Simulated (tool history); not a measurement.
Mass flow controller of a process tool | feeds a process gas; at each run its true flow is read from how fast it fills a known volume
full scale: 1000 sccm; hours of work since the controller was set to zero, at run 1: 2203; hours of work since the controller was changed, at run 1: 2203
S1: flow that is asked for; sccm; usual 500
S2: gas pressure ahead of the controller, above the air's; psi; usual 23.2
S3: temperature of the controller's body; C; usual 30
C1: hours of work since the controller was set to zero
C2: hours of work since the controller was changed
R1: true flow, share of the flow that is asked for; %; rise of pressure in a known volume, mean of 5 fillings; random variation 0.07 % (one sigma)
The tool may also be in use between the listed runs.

run    hour   S1    S2  S3    C1    C2     R1
  1       0  500  23.2  30  2203  2203  97.66
  2   141.6  500  33.1  30  2313  2313  97.73
  3   266.9  500  23.2  30  2410  2410  97.68
  4   421.8  500  23.2  30  2529  2529  97.52
  5   549.1  500  23.2  30  2628  2628  97.51
  6   706.3  500  23.2  30  2750  2750  97.59
  7   812.7  500  23.2  30  2832  2832  97.45
  8   961.5  500  23.2  30  2947  2947  97.45
  9  1143.8  500  23.2  30  3088  3088  97.44
 10  1312.7  500  23.2  30  3219  3219  97.33
 11  1456.3  500  28.3  30  3330  3330  97.51
 12  1570.3  500  28.3  30  3418  3418  97.34
 13  1654.4  500  28.3  30  3483  3483   97.5
 14  1755.7  500  28.3  30  3562  3562  97.43
 15  1844.2  135  28.3  30  3630  3630  90.66
 16  1952.6  135  28.3  30  3714  3714  90.42
 17  2136.1  135  24.1  30  3856  3856  90.14
 18  2284.1  135  24.1  30  3971  3971  90.06
 19  2458.5  135  24.1  30  4106  4106  89.69
 20  2607.7  531  33.2  39  4221  4221  96.95
 21  2736.5  531  35.7  39  4321  4321  96.81
 22  2820.8  809  23.2  30  4386  4386  99.12
     2838.4  -- controller's zero set anew
 23  2954.4  567  23.2  30    90  4489  95.97
 24    3138  567  23.2  34   232  4631  95.62
 25  3297.8  567  23.2  34   356  4755  95.65
     3370.1  -- controller's zero set anew, once more
 26  3414.6  411  33.6  33    34  4845  99.47
 27  3523.3  411  33.6  33   119  4929  99.23
 28    3663  411  33.6  33   227  5037   99.3
 29  3791.7  500  20.5  35   326  5137  99.28
 30    3956  500  20.5  35   453  5264  99.19
 31  4106.6  500  22.3  30   570  5380   99.5
 32  4283.6  500  22.3  30   707  5517  99.65
 33  4403.2  500  22.3  30   799  5610  99.46
 34    4524  963  30.9  37   893  5703  100.9
 35  4641.7  188  30.2  29   984  5794  97.53
 36  4743.4  346  30.2  21  1063  5873  99.39

Forecast each of these 5 alternatives for the next run:
  A  4862  346  30.5  20  1155  5965   ?
  B  4862  707  25.4  27  1155  5965   ?
  C  4862  108  32.6  34  1155  5965   ?
  D  4862  120  30.2  21  1155  5965   ?
  E  4862  419  32.9  23  1155  5965   ?

run      R1
  A   99.55
  B  100.58
  C   95.38
  D   96.67
  E   99.74
Without the tool's hidden state the same runs would have given:
run     R1
  A  98.35
  B  98.86
  C  96.42
  D  97.39
  E  98.35
